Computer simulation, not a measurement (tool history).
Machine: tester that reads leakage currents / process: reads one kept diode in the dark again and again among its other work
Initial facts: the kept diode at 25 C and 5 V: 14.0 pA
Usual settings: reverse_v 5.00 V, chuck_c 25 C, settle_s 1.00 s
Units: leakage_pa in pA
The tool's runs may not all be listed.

run    hour  reverse_v  chuck_c  settle_s  leakage_pa
  1     0.0       5.00       25      1.00       21.69
  2    62.4       5.00       25      0.32       23.61
  3   172.9       5.00       25      1.00       22.30
      234.4  -- probe card cleaned and baked
  4   293.3       5.00       25      4.16       14.13
  5   357.8       4.05       25      1.00       13.88
  6   449.8       5.00       25      1.00       15.32
  7   557.8       5.00       25      1.00       15.68
  8   609.8       1.49       25      1.00        9.93
      622.9  -- chuck's temperature calibrated
  9   662.1       4.60       47      3.27       87.78
 10   748.3      11.53       41      0.91       77.32
 11   817.4      11.53       41      0.91       77.42
 12   868.1      11.53       41      0.91       77.86
 13   968.6       4.04       43      1.40       61.77
     1040.5  -- chuck's temperature calibrated, once more
 14  1056.6       4.04       36      7.41       38.15

5 ways to go on from here, each from the tool as it stands after run 14. What would each give?
  A  1152.7      13.35       45      8.00           ?
  B  1152.7       1.17       31      1.27           ?
  C  1152.7       2.67       58      1.00           ?
  D  1152.7       5.00       53      0.32           ?
  E  1152.7      13.66       48      4.35           ?

run  leakage_pa
  A      119.95
  B       16.34
  C      186.84
  D      158.98
  E      152.12
Stripped of hidden state, with their random variation kept, the same runs would have yielded:
run  leakage_pa
  A      110.51
  B       15.55
  C      185.50
  D      155.82
  E      142.52

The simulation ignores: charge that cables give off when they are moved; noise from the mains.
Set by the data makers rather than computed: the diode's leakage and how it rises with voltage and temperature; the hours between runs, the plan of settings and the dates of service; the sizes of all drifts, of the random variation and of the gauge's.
